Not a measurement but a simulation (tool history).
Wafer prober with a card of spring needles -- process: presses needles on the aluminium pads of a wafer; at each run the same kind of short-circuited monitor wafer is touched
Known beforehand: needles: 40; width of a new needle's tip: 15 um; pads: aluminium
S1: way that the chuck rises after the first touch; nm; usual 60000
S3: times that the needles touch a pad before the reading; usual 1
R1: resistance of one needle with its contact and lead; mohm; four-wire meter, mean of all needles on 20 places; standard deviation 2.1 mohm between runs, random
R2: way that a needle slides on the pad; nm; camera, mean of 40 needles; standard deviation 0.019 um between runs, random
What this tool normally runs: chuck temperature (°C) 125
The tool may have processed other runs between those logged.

Run 1, hour 0.0: usual settings. Result: R1 234 mohm, R2 14880 nm.
Run 2, hour 39.7: usual settings but chuck temperature (°C) 47. Result: R1 214 mohm, R2 14870 nm.
Run 3, hour 97.7: usual settings but chuck temperature (°C) 47. Result: R1 218 mohm, R2 14870 nm.
Run 4, hour 182.8: usual settings but chuck temperature (°C) 47. Result: R1 217 mohm, R2 14890 nm.
Run 5, hour 249.5: usual settings but chuck temperature (°C) 47. Result: R1 216 mohm, R2 14900 nm.
Run 6, hour 312.0: usual settings but chuck temperature (°C) 84. Result: R1 223 mohm, R2 14920 nm.
Run 7, hour 383.4: usual settings but chuck temperature (°C) 84. Result: R1 225 mohm, R2 14950 nm.
Run 8, hour 462.5: usual settings but chuck temperature (°C) 39. Result: R1 216 mohm, R2 14920 nm.
Run 9, hour 545.5: usual settings but chuck temperature (°C) 39. Result: R1 211 mohm, R2 14910 nm.
Run 10, hour 606.4: usual settings but S3 3. Result: R1 235 mohm, R2 14880 nm.
Run 11, hour 649.9: usual settings but S1 71000 nm, chuck temperature (°C) 67. Result: R1 215 mohm, R2 17610 nm.
Run 12, hour 720.4: usual settings but S1 57000 nm, chuck temperature (°C) 46, S3 3. Result: R1 217 mohm, R2 14120 nm.
Run 13, hour 778.7: usual settings but S1 57000 nm, chuck temperature (°C) 46, S3 3. Result: R1 217 mohm, R2 14110 nm.
Run 14, hour 844.3: usual settings but S1 73000 nm, chuck temperature (°C) 61. Result: R1 213 mohm, R2 18100 nm.
Run 15, hour 895.2: usual settings but S1 72000 nm, chuck temperature (°C) 122, S3 2. Result: R1 233 mohm, R2 17860 nm.
Run 16, hour 970.8: usual settings but S1 72000 nm, chuck temperature (°C) 122, S3 2. Result: R1 227 mohm, R2 17860 nm.
Run 17, hour 1013.9: usual settings but S1 80000 nm, chuck temperature (°C) 60, S3 2. Result: R1 212 mohm, R2 19860 nm.
Run 18, hour 1089.1: usual settings but S1 80000 nm, chuck temperature (°C) 60, S3 2. Result: R1 211 mohm, R2 19890 nm.
Run 19, hour 1174.9: usual settings but S1 80000 nm, chuck temperature (°C) 60, S3 2. Result: R1 215 mohm, R2 19840 nm.

Taken out of this log: 154 entries between the listed runs. Where each belongs, and how the hidden state differs across it:
Logged between run 1 and run 2: tips cleaned on abrasive film (hour 8.8); tips cleaned on abrasive film (hour 15.8); tips cleaned on abrasive film (hour 24.6); tips cleaned on abrasive film (hour 31.6); tips cleaned on abrasive film (hour 39.7)
  no hidden state differs between the two runs
Logged between run 2 and run 3: height of the first contact set anew (hour 43.5); tips cleaned on abrasive film (hour 48.8); tips cleaned on abrasive film (hour 57.6); tips cleaned on abrasive film (hour 64.6); tips cleaned on abrasive film (hour 73.4); tips cleaned on abrasive film (hour 82.2); tips cleaned on abrasive film (hour 91.0)
  debris on the tips, nm: 0 -> 0.2
Logged between run 3 and run 4: tips cleaned on abrasive film (hour 99.5); tips cleaned on abrasive film (hour 106.6); tips cleaned on abrasive film (hour 115.3); tips cleaned on abrasive film (hour 122.4); height of the first contact set anew (hour 124.4); tips cleaned on abrasive film (hour 131.5); tips cleaned on abrasive film (hour 140.2); tips cleaned on abrasive film (hour 147.3); tips cleaned on abrasive film (hour 156.1); tips cleaned on abrasive film (hour 163.1); tips cleaned on abrasive film (hour 171.9); tips cleaned on abrasive film (hour 180.7)
  debris on the tips, nm: 0.2 -> 0.1
Logged between run 4 and run 5: tips cleaned on abrasive film (hour 188.2); tips cleaned on abrasive film (hour 195.2); tips cleaned on abrasive film (hour 204.0); height of the first contact set anew (hour 206.0); tips cleaned on abrasive film (hour 213.1); tips cleaned on abrasive film (hour 221.8); tips cleaned on abrasive film (hour 230.6); tips cleaned on abrasive film (hour 237.7); tips cleaned on abrasive film (hour 246.4)
  debris on the tips, nm: 0.1 -> 0.2
Logged between run 5 and run 6: tips cleaned on abrasive film (hour 254.8); tips cleaned on abrasive film (hour 261.9); tips cleaned on abrasive film (hour 270.6); tips cleaned on abrasive film (hour 277.7); tips cleaned on abrasive film (hour 286.5); height of the first contact set anew (hour 286.8); tips cleaned on abrasive film (hour 295.5); tips cleaned on abrasive film (hour 304.3); tips cleaned on abrasive film (hour 312.0)
  debris on the tips, nm: 0.2 -> 0; tips' diameter, um: 15 -> 15.01
Logged between run 6 and run 7: tips cleaned on abrasive film (hour 320.8); tips cleaned on abrasive film (hour 327.8); tips cleaned on abrasive film (hour 336.6); tips cleaned on abrasive film (hour 345.4); tips cleaned on abrasive film (hour 354.1); tips cleaned on abrasive film (hour 362.9); height of the first contact set anew (hour 366.7); tips cleaned on abrasive film (hour 372.0); tips cleaned on abrasive film (hour 380.8)
  debris on the tips, nm: 0 -> 0.1
Logged between run 7 and run 8: tips cleaned on abrasive film (hour 388.7); tips cleaned on abrasive film (hour 397.4); tips cleaned on abrasive film (hour 406.2); tips cleaned on abrasive film (hour 415.0); tips cleaned on abrasive film (hour 423.8); tips cleaned on abrasive film (hour 430.8); tips cleaned on abrasive film (hour 439.6); height of the first contact set anew (hour 446.8); tips cleaned on abrasive film (hour 448.7); tips cleaned on abrasive film (hour 457.5)
  debris on the tips, nm: 0.1 -> 0.2
Logged between run 8 and run 9: tips cleaned on abrasive film (hour 466.0); tips cleaned on abrasive film (hour 474.8); tips cleaned on abrasive film (hour 483.6); tips cleaned on abrasive film (hour 492.4); tips cleaned on abrasive film (hour 501.1); tips cleaned on abrasive film (hour 508.2); tips cleaned on abrasive film (hour 517.0); tips cleaned on abrasive film (hour 525.7); height of the first contact set anew (hour 527.8); tips cleaned on abrasive film (hour 534.8); tips cleaned on abrasive film (hour 543.6)
  debris on the tips, nm: 0.2 -> 0.1
Logged between run 9 and run 10: tips cleaned on abrasive film (hour 550.8); tips cleaned on abrasive film (hour 559.6); tips cleaned on abrasive film (hour 568.4); tips cleaned on abrasive film (hour 577.1); tips cleaned on abrasive film (hour 585.9); tips cleaned on abrasive film (hour 594.7); tips cleaned on abrasive film (hour 601.7)
  debris on the tips, nm: 0.1 -> 0.2
Logged between run 10 and run 11: height of the first contact set anew (hour 608.4); tips cleaned on abrasive film (hour 610.2); tips cleaned on abrasive film (hour 619.0); tips cleaned on abrasive film (hour 627.8); tips cleaned on abrasive film (hour 636.6); tips cleaned on abrasive film (hour 643.6)
  no hidden state differs between the two runs
Logged between run 11 and run 12: tips cleaned on abrasive film (hour 651.7); tips cleaned on abrasive film (hour 660.5); tips cleaned on abrasive film (hour 667.5); tips cleaned on abrasive film (hour 676.3); tips cleaned on abrasive film (hour 685.1); height of the first contact set anew (hour 688.9); tips cleaned on abrasive film (hour 694.2); tips cleaned on abrasive film (hour 702.9); tips cleaned on abrasive film (hour 711.7); tips cleaned on abrasive film (hour 718.8)
  debris on the tips, nm: 0.2 -> 0.1
Logged between run 12 and run 13: tips cleaned on abrasive film (hour 727.4); tips cleaned on abrasive film (hour 736.2); tips cleaned on abrasive film (hour 745.0); tips cleaned on abrasive film (hour 753.8); tips cleaned on abrasive film (hour 762.5); height of the first contact set anew (hour 769.8); tips cleaned on abrasive film (hour 771.6); tips cleaned on abrasive film (hour 778.7)
  debris on the tips, nm: 0.1 -> 0
Logged between run 13 and run 14: tips cleaned on abrasive film (hour 785.8); tips cleaned on abrasive film (hour 794.6); tips cleaned on abrasive film (hour 803.3); tips cleaned on abrasive film (hour 812.1); tips cleaned on abrasive film (hour 820.9); tips cleaned on abrasive film (hour 829.7); tips cleaned on abrasive film (hour 838.5)
  debris on the tips, nm: 0 -> 0.2
Logged between run 14 and run 15: tips cleaned on abrasive film (hour 846.1); height of the first contact set anew (hour 849.9); tips cleaned on abrasive film (hour 853.4); tips cleaned on abrasive film (hour 862.2); tips cleaned on abrasive film (hour 871.0); tips cleaned on abrasive film (hour 879.8); tips cleaned on abrasive film (hour 888.5)
  no hidden state differs between the two runs
Logged between run 15 and run 16: tips cleaned on abrasive film (hour 897.0); tips cleaned on abrasive film (hour 905.8); tips cleaned on abrasive film (hour 914.6); tips cleaned on abrasive film (hour 921.6); tips cleaned on abrasive film (hour 930.4); height of the first contact set anew (hour 930.7); tips cleaned on abrasive film (hour 939.5); tips cleaned on abrasive film (hour 948.2); tips cleaned on abrasive film (hour 957.0); tips cleaned on abrasive film (hour 965.8)
  no hidden state differs between the two runs
Logged between run 16 and run 17: tips cleaned on abrasive film (hour 974.4); tips cleaned on abrasive film (hour 983.1); tips cleaned on abrasive film (hour 991.9); tips cleaned on abrasive film (hour 1000.7); tips cleaned on abrasive film (hour 1009.5); height of the first contact set anew (hour 1011.5)
  no hidden state differs between the two runs
Logged between run 17 and run 18: tips cleaned on abrasive film (hour 1017.5); tips cleaned on abrasive film (hour 1026.3); tips cleaned on abrasive film (hour 1035.0); tips cleaned on abrasive film (hour 1043.8); tips cleaned on abrasive film (hour 1050.9); tips cleaned on abrasive film (hour 1059.6); tips cleaned on abrasive film (hour 1068.4); tips cleaned on abrasive film (hour 1077.2); tips cleaned on abrasive film (hour 1086.0)
  no hidden state differs between the two runs
Logged between run 18 and run 19: height of the first contact set anew (hour 1092.8); tips cleaned on abrasive film (hour 1094.7); tips cleaned on abrasive film (hour 1101.7); tips cleaned on abrasive film (hour 1108.7); tips cleaned on abrasive film (hour 1117.5); tips cleaned on abrasive film (hour 1124.6); tips cleaned on abrasive film (hour 1133.3); tips cleaned on abrasive film (hour 1142.1); tips cleaned on abrasive film (hour 1150.9); tips cleaned on abrasive film (hour 1159.7); tips cleaned on abrasive film (hour 1168.5); height of the first contact set anew (hour 1174.0)
  no hidden state differs between the two runs

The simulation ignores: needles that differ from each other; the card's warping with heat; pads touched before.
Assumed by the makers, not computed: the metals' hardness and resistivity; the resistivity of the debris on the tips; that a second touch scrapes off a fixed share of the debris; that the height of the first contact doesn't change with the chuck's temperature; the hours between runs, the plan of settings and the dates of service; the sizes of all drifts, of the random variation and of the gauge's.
